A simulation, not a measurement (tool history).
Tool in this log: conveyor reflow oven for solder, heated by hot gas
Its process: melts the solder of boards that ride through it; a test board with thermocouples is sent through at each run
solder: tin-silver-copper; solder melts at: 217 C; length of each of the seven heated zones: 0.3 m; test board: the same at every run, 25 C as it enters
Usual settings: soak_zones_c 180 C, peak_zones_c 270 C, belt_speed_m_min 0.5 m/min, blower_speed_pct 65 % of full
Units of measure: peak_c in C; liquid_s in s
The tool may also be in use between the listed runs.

run   hour  soak_zones_c  peak_zones_c  belt_speed_m_min  blower_speed_pct  peak_c  liquid_s
  1      0           180           270               0.5                65   256.7      59.5
  2   26.3           180           270               0.5                65   256.8      59.3
  3   51.9           180           270               0.5                65   256.8      59.5
  4   73.2           180           269               0.5                65   256.1      58.7
  5   99.9           180           269               0.5                65   255.9      58.9
  6  117.4           180           270             0.439                65     260      70.4
  7  146.6           190           270               0.5                59   257.2      63.1
  8  177.7           190           260             0.478                60   249.8      62.1
  9  192.6           168           280             0.593                60   254.6      44.2

Run 10 has not been measured yet. What should we expect?
 10   211           168           280             0.593                62       ?         ?

For run 10 the tool returned peak_c 255.5 C, liquid_s 44.7 s.
Take away the tool's hidden state, keep the run-to-run variation as it was, and the same run would have given peak_c 255.9 C, liquid_s 44.8 s.

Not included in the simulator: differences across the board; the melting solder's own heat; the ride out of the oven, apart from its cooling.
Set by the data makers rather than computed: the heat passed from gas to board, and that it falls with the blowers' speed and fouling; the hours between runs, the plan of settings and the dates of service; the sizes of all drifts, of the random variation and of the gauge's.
